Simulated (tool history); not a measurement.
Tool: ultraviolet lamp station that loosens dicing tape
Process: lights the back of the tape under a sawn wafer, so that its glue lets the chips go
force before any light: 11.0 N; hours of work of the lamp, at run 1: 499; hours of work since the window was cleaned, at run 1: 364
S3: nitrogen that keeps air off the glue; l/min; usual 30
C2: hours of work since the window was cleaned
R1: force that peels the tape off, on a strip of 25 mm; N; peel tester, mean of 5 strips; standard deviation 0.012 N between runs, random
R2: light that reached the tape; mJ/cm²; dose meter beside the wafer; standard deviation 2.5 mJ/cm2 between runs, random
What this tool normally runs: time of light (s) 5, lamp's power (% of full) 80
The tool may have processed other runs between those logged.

Run 1, hour 0: usual settings; hours of work of the lamp 499; C2 364. Result: R1 0.8 N, R2 257 mJ/cm².
Run 2, hour 27.6: usual settings; hours of work of the lamp 512; C2 377. Result: R1 0.836 N, R2 254 mJ/cm².
Run 3, hour 75.4: usual settings; hours of work of the lamp 535; C2 400. Result: R1 0.848 N, R2 255 mJ/cm².
Run 4, hour 130.3: usual settings but time of light (s) 3; hours of work of the lamp 561; C2 426. Result: R1 2.163 N, R2 148 mJ/cm².
Run 5, hour 155.3: usual settings; hours of work of the lamp 573; C2 438. Result: R1 0.886 N, R2 246 mJ/cm².
Run 6, hour 196.4: usual settings; hours of work of the lamp 593; C2 458. Result: R1 0.891 N, R2 251 mJ/cm².
Run 7, hour 223: usual settings but time of light (s) 7; hours of work of the lamp 606; C2 470. Result: R1 0.436 N, R2 342 mJ/cm².
Run 8, hour 246.4: usual settings; hours of work of the lamp 617; C2 482. Result: R1 0.931 N, R2 249 mJ/cm².
Run 9, hour 289.6: usual settings but time of light (s) 2; hours of work of the lamp 637; C2 502. Result: R1 3.864 N, R2 97 mJ/cm².
Run 10, hour 332.2: usual settings but time of light (s) 2; hours of work of the lamp 658; C2 523. Result: R1 3.914 N, R2 99 mJ/cm².
Run 11, hour 382.8: usual settings but time of light (s) 2; hours of work of the lamp 682; C2 547. Result: R1 3.849 N, R2 95 mJ/cm².
At hour 412.7: window cleaned of glue's vapour.
Run 12, hour 436.9: usual settings but S3 18 l/min; hours of work of the lamp 708; C2 12. Result: R1 1.194 N, R2 250 mJ/cm².
Run 13, hour 482.5: usual settings; hours of work of the lamp 730; C2 33. Result: R1 0.86 N, R2 253 mJ/cm².
Run 14, hour 538.6: usual settings but S3 25 l/min; hours of work of the lamp 756; C2 60. Result: R1 0.985 N, R2 252 mJ/cm².
Run 15, hour 578.5: usual settings; hours of work of the lamp 775; C2 79. Result: R1 0.873 N, R2 251 mJ/cm².
Run 16, hour 630.1: usual settings; hours of work of the lamp 800; C2 104. Result: R1 0.86 N, R2 247 mJ/cm².
Run 17, hour 668.6: usual settings; hours of work of the lamp 819; C2 122. Result: R1 0.911 N, R2 240 mJ/cm².
Run 18, hour 715.5: usual settings; hours of work of the lamp 841; C2 145. Result: R1 0.923 N, R2 244 mJ/cm².
Run 19, hour 740.2: usual settings but time of light (s) 2, S3 59 l/min; hours of work of the lamp 853; C2 157. Result: R1 3.091 N, R2 99 mJ/cm².
Run 20, hour 774.1: usual settings but time of light (s) 4, lamp's power (% of full) 86, S3 32 l/min; hours of work of the lamp 869; C2 173. Result: R1 1.222 N, R2 207 mJ/cm².
Run 21, hour 819.7: usual settings but time of light (s) 4, lamp's power (% of full) 86, S3 32 l/min; hours of work of the lamp 891; C2 195. Result: R1 1.248 N, R2 206 mJ/cm².
Run 22, hour 845.4: usual settings but time of light (s) 9, lamp's power (% of full) 71, S3 11 l/min; hours of work of the lamp 903; C2 207. Result: R1 0.783 N, R2 384 mJ/cm².
Run 23, hour 897.8: usual settings but time of light (s) 9, lamp's power (% of full) 71, S3 11 l/min; hours of work of the lamp 928; C2 232. Result: R1 0.802 N, R2 375 mJ/cm².
Run 24, hour 941.1: usual settings but time of light (s) 6; hours of work of the lamp 949; C2 253. Result: R1 0.68 N, R2 278 mJ/cm².
Run 25, hour 970.1: usual settings but time of light (s) 6; hours of work of the lamp 963; C2 267. Result: R1 0.712 N, R2 280 mJ/cm².

Run 26 comes next. What will it give?
Run 26, hour 1016.9: usual settings but time of light (s) 4, lamp's power (% of full) 72; hours of work of the lamp 985; C2 289. Result: R1 ?, R2 ?.

{"run 26": {"R1": 1.933, "R2": 165}}
Minus the tool's unlogged condition, the same run would have read R1 1.089 N, R2 225 mJ/cm².
